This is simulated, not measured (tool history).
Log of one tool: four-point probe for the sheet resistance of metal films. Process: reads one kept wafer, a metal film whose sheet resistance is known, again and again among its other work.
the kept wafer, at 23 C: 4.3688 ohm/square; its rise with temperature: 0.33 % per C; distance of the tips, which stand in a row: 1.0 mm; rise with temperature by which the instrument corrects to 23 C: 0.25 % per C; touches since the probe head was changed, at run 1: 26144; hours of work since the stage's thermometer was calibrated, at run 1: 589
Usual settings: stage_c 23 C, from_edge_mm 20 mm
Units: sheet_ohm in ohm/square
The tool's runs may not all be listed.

run   hour  stage_c  from_edge_mm  touches since the probe head was changed  hours of work since the stage's thermometer was calibrated  sheet_ohm
  1    0.0       23            20                                     26144                                                         589   4.366593
  2   21.0       23            20                                     26897                                                         606   4.366199
  3   36.1       23            20                                     27439                                                         617   4.368405
  4   56.7       23            20                                     28181                                                         633   4.368253
  5   66.3       23             3                                     28525                                                         640   4.605525
  6   83.0       23            48                                     29125                                                         653   4.362490
  7   93.0       23            48                                     29484                                                         661   4.361281
  8  104.7       23            48                                     29902                                                         670   4.359851
  9  118.1       23            48                                     30385                                                         680   4.361221
 10  127.0       23             9                                     30704                                                         687   4.387942
 11  148.9       23             9                                     31489                                                         704   4.387694
 12  164.8       23             9                                     32062                                                         716   4.389090
 13  183.4       26            20                                     32729                                                         731   4.375029
 14  200.7       20            20                                     33349                                                         744   4.354978
 15  218.3       23            20                                     33984                                                         758   4.365084
 16  233.2       23            53                                     34517                                                         769   4.358883
     235.6  -- stage's thermometer calibrated
 17  246.5       24            20                                     34975                                                           8   4.366137
 18  263.1       24            20                                     35574                                                          21   4.367905
     278.9  -- stage's thermometer calibrated, once more
 19  282.5       24            20                                     36250                                                           3   4.371820
 20  301.6       32             4                                     36937                                                          17   4.537792
 21  312.5       25            42                                     37327                                                          26   4.373318
 22  323.3       25            42                                     37717                                                          34   4.372296
 23  344.3       26            25                                     38471                                                          50   4.376666
 24  355.0       32            46                                     38855                                                          59   4.395837
 25  376.2       32            46                                     39614                                                          75   4.394287
 26  393.9       32            46                                     40250                                                          89   4.394994
 27  412.6       32            46                                     40924                                                         103   4.395105
 28  422.3       32            46                                     41271                                                         110   4.393092
 29  437.1       19             9                                     41801                                                         122   4.376897
 30  451.4       19             9                                     42315                                                         133   4.375998
 31  467.4       32            20                                     42888                                                         145   4.399887
 32  484.4       30            19                                     43498                                                         158   4.393992

How the hidden state differs across the entries between the runs, from the last listed run before each to the first after it:
Between runs 16 and 17: stage's thermometer calibrated (hour 235.6)
  inner tips' distance over the nominal, %: -0.095 -> -0.096; wafer's true temperature over the reading, C: -0.37 -> -0.43
  measured less the result without the state, sheet_ohm: -0.009934 -> -0.010777 ohm/square
Between runs 18 and 19: stage's thermometer calibrated, once more (hour 278.9)
  inner tips' distance over the nominal, %: -0.099 -> -0.101; wafer's true temperature over the reading, C: -0.43 -> 0
  measured less the result without the state, sheet_ohm: -0.010969 -> -0.004739 ohm/square
